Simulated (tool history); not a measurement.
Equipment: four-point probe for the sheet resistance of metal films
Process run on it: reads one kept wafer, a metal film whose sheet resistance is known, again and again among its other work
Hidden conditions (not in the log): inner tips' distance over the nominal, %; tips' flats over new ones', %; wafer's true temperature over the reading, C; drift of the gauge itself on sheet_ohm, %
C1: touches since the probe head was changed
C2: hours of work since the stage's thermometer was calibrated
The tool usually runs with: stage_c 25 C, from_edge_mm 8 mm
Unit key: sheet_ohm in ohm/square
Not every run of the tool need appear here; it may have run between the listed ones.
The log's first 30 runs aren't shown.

Run 31, day 59.679: usual settings but stage_c 21 C, from_edge_mm 31 mm; C1 58772; C2 1049. Result: sheet_ohm 9.759443 ohm/square.
Run 32, day 60.925: usual settings but stage_c 33 C, from_edge_mm 53 mm; C1 59187; C2 1065. Result: sheet_ohm 9.847411 ohm/square.
Run 33, day 63.833: usual settings but stage_c 33 C, from_edge_mm 53 mm; C1 60153; C2 1103. Result: sheet_ohm 9.847546 ohm/square.
Run 34, day 65.729: usual settings but stage_c 20 C; C1 60783; C2 1127. Result: sheet_ohm 9.830512 ohm/square.
Run 35, day 67.096: usual settings but from_edge_mm 11 mm; C1 61238; C2 1145. Result: sheet_ohm 9.833029 ohm/square.
Run 36, day 68.492: usual settings but stage_c 27 C, from_edge_mm 13 mm; C1 61701; C2 1163. Result: sheet_ohm 9.835614 ohm/square.
Run 37, day 70.438: usual settings but stage_c 20 C; C1 62348; C2 1188. Result: sheet_ohm 9.832271 ohm/square.
Run 38, day 71.921: usual settings but stage_c 18 C, from_edge_mm 4 mm; C1 62841; C2 1207. Result: sheet_ohm 10.051903 ohm/square.
Run 39, day 74.854: usual settings but stage_c 19 C, from_edge_mm 7 mm; C1 63815; C2 1245. Result: sheet_ohm 9.853021 ohm/square.
Run 40, day 76.517: usual settings but stage_c 29 C, from_edge_mm 4 mm; C1 64369; C2 1266. Result: sheet_ohm 10.137795 ohm/square.
Run 41, day 78.708: usual settings but stage_c 23 C, from_edge_mm 20 mm; C1 65096; C2 1294. Result: sheet_ohm 9.786548 ohm/square.
Run 42, day 81.325: usual settings but stage_c 23 C, from_edge_mm 7 mm; C1 65966; C2 1328. Result: sheet_ohm 9.8861 ohm/square.
Run 43, day 84.179: usual settings but stage_c 23 C, from_edge_mm 6 mm; C1 66915; C2 1365. Result: sheet_ohm 9.921537 ohm/square.
Run 44, day 86.938: usual settings but stage_c 18 C, from_edge_mm 21 mm; C1 67831; C2 1400. Result: sheet_ohm 9.750965 ohm/square.

Predict each of these 4 candidate next runs independently; none follows another, all start after run 44:
Run A, day 89.683: usual settings but stage_c 31 C, from_edge_mm 41 mm; C1 68744; C2 1436. Result: sheet_ohm ?.
Run B, day 89.683: usual settings but stage_c 28 C; C1 68744; C2 1436. Result: sheet_ohm ?.
Run C, day 89.683: usual settings but from_edge_mm 7 mm; C1 68744; C2 1436. Result: sheet_ohm ?.
Run D, day 89.683: usual settings but stage_c 26 C, from_edge_mm 35 mm; C1 68744; C2 1436. Result: sheet_ohm ?.

run  sheet_ohm
  A   9.840683
  B   9.900516
  C   9.899533
  D   9.807844
Stripped of hidden state, with their random variation kept, the same runs would have yielded:
run  sheet_ohm
  A   9.833223
  B   9.892873
  C   9.891752
  D   9.800186
